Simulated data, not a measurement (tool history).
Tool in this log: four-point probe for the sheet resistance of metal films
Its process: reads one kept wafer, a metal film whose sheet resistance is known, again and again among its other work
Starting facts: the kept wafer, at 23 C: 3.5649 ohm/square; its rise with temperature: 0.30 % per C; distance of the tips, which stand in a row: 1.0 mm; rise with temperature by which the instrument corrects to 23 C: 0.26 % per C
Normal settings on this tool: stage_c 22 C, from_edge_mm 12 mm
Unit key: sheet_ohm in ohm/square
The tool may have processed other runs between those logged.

run    hour  stage_c  from_edge_mm  sheet_ohm
  1     0.0       22            12   3.580444
  2    36.9       22             4   3.683015
  3    87.2       22             4   3.682173
  4   114.4       22             4   3.683640
  5   138.9       22             4   3.684815
  6   188.6       22             4   3.684783
  7   247.2       22            12   3.581585
  8   283.8       22            12   3.583776
  9   313.5       22            12   3.583235
 10   351.9       22            12   3.583613
 11   380.7       19            12   3.578653
 12   409.8       22            12   3.584948
 13   468.0       22            12   3.584078
 14   498.1       21            12   3.582861
 15   529.9       22            12   3.584721
 16   568.2       22            12   3.585009
      574.7  -- new probe head fitted
 17   618.6       22            12   3.584842
 18   676.2       22            12   3.583833
 19   703.4       22            13   3.585370
      709.4  -- stage's thermometer calibrated
 20   763.1       19            10   3.586978
 21   788.3       25            72   3.578895
 22   826.8       20            12   3.583190
 23   882.2       20            12   3.585115
 24   934.1       20            12   3.585614
      937.6  -- stage's thermometer calibrated, once more
 25   968.6       23             3   3.773346
 26  1016.0       33            24   3.592352
 27  1052.7       22             9   3.596315
 28  1082.7       23            38   3.576167
 29  1107.3       23            38   3.574347
 30  1152.2       19            18   3.573775
 31  1200.1       21            18   3.578394
 32  1253.9       26             5   3.655063
 33  1288.2       23            35   3.578145
 34  1345.3       29             5   3.662079

Below, some changes in sheet_ohm between adjacent runs. For each, the amount present without the hidden state too (settings, incoming material, random variation) and the amount remaining for the hidden state with gauge scatter not shared by both compared results:
Unlogged tool condition in this case: inner tips' distance over the nominal, %; tips' flats over new ones', %; wafer's true temperature over the reading, C; drift of the gauge itself on sheet_ohm, %.
Run 6 -> 7: from_edge_mm 4 -> 12. sheet_ohm -0.103198 ohm/square: hidden state +0.000489, all else -0.103687.
Run 16 -> 17: new probe head fitted. sheet_ohm -0.000167 ohm/square: hidden state -0.002032, all else +0.001865.
Run 19 -> 20: stage_c 22 -> 19, from_edge_mm 13 -> 10, stage's thermometer calibrated. sheet_ohm +0.001608 ohm/square: hidden state +0.001669, all else -0.000061.
Run 24 -> 25: stage_c 20 -> 23, from_edge_mm 12 -> 3, stage's thermometer calibrated, once more. sheet_ohm +0.187732 ohm/square: hidden state -0.003473, all else +0.191205.
Run 25 -> 26: stage_c 23 -> 33, from_edge_mm 3 -> 24. sheet_ohm -0.180994 ohm/square: hidden state +0.000138, all else -0.181132.
